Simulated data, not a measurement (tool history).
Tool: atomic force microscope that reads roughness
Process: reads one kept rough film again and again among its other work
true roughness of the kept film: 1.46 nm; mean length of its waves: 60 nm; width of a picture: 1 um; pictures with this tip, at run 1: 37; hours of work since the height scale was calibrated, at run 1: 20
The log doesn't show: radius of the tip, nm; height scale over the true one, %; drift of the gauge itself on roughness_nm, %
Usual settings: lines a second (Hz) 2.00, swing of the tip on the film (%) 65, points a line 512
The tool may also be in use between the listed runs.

run   hour  lines a second (Hz)  swing of the tip on the film (%)  points a line  pictures with this tip  hours of work since the height scale was calibrated  roughness of the kept film (nm (root mean square))
  1    0.0                 2.00                                65            512                      37                                                   20                                               1.385
  2    7.3                 2.00                                65            512                      45                                                   25                                               1.383
  3   13.7                 2.00                                65            512                      53                                                   29                                               1.369
  4   20.1                 2.00                                65            512                      61                                                   33                                               1.381
  5   28.1                 2.00                                69            512                      71                                                   38                                               1.355
  6   32.2                 2.00                                69            512                      76                                                   41                                               1.348
  7   38.6                 2.00                                69            512                      84                                                   45                                               1.364
  8   46.4                 2.00                                69            512                      93                                                   50                                               1.350
  9   50.4                 2.00                                65            512                      98                                                   53                                               1.367
 10   57.3                 2.00                                65            512                     106                                                   57                                               1.361
 11   64.1                 2.00                                65            512                     115                                                   62                                               1.371
 12   68.7                 2.00                                65            526                     120                                                   65                                               1.366
 13   74.1                 2.00                                65            526                     127                                                   68                                               1.371
 14   78.2                 2.00                                65            303                     132                                                   71                                               1.360
 15   85.8                 2.00                                65            693                     141                                                   76                                               1.375
 16   92.7                 2.00                                65            693                     149                                                   80                                               1.372
 17   97.4                 2.00                                65            693                     155                                                   83                                               1.360
 18  106.3                 2.00                                65           1011                     166                                                   89                                               1.373
 19  114.9                 2.00                                60            512                     176                                                   95                                               1.372
 20  124.7                 2.00                                60            512                     188                                                  101                                               1.370
 21  130.0                 2.00                                65            512                     195                                                  105                                               1.362
 22  134.1                 2.00                                65            512                     200                                                  107                                               1.365
 23  143.5                 2.00                                65            512                     211                                                  114                                               1.361
     145.1  -- height scale calibrated on a step standard
 24  150.6                 2.00                                65            512                     219                                                    4                                               1.364
 25  156.8                 2.00                                65            512                     226                                                    8                                               1.370
 26  161.1                 0.74                                65            815                     231                                                   10                                               1.394
     165.4  -- new tip fitted
 27  167.6                 1.87                                66            754                       3                                                   14                                               1.375
 28  174.2                 0.89                                65            281                      11                                                   19                                               1.413
 29  180.4                 2.20                                65            320                      18                                                   23                                               1.366
 30  187.5                 2.20                                65            320                      27                                                   27                                               1.365
     191.8  -- height scale calibrated on a step standard, once more
 31  197.0                 2.20                                65            320                      37                                                    3                                               1.368
 32  205.3                 2.20                                65            320                      47                                                    9                                               1.362
 33  213.2                 0.91                                65            512                      57                                                   14                                               1.410
 34  218.0                 0.72                                65            377                      63                                                   17                                               1.413
 35  226.0                 1.65                                65            377                      73                                                   22                                               1.384
 36  233.2                 1.40                                70            308                      81                                                   27                                               1.364
 37  240.8                 1.40                                70            308                      91                                                   32                                               1.365
 38  245.2                 1.40                                70            308                      96                                                   35                                               1.359
 39  254.1                 1.31                                76            436                     107                                                   41                                               1.352
 40  259.8                 0.80                                65            949                     114                                                   44                                               1.407
 41  263.9                 1.78                                62            949                     119                                                   47                                               1.392
 42  270.1                 1.78                                62            949                     126                                                   51                                               1.382
 43  274.4                 2.00                                89            470                     131                                                   54                                               1.224
 44  279.3                 0.54                                73            276                     138                                                   57                                               1.397
 45  283.4                 3.22                                84            583                     143                                                   60                                               1.179
 46  288.2                 3.22                                84            583                     148                                                   63                                               1.188
 47  296.4                 0.99                                86            583                     158                                                   68                                               1.334
 48  303.2                 0.64                                65            686                     167                                                   73                                               1.408
 49  310.3                 2.73                                75            500                     175                                                   77                                               1.281

3 ways to go on from here, each from the tool as it stands after run 49. What would each give?
  A  317.8                 1.03                                88            302                     184                                                   82                                                   ?
  B  317.8                 2.47                                87            684                     184                                                   82                                                   ?
  C  317.8                 2.00                                81            515                     184                                                   82                                                   ?

run  roughness of the kept film (nm (root mean square))
  A                                               1.312
  B                                               1.198
  C                                               1.282
Without the tool's hidden state the same runs would have given:
run  roughness of the kept film (nm (root mean square))
  A                                               1.330
  B                                               1.215
  C                                               1.300
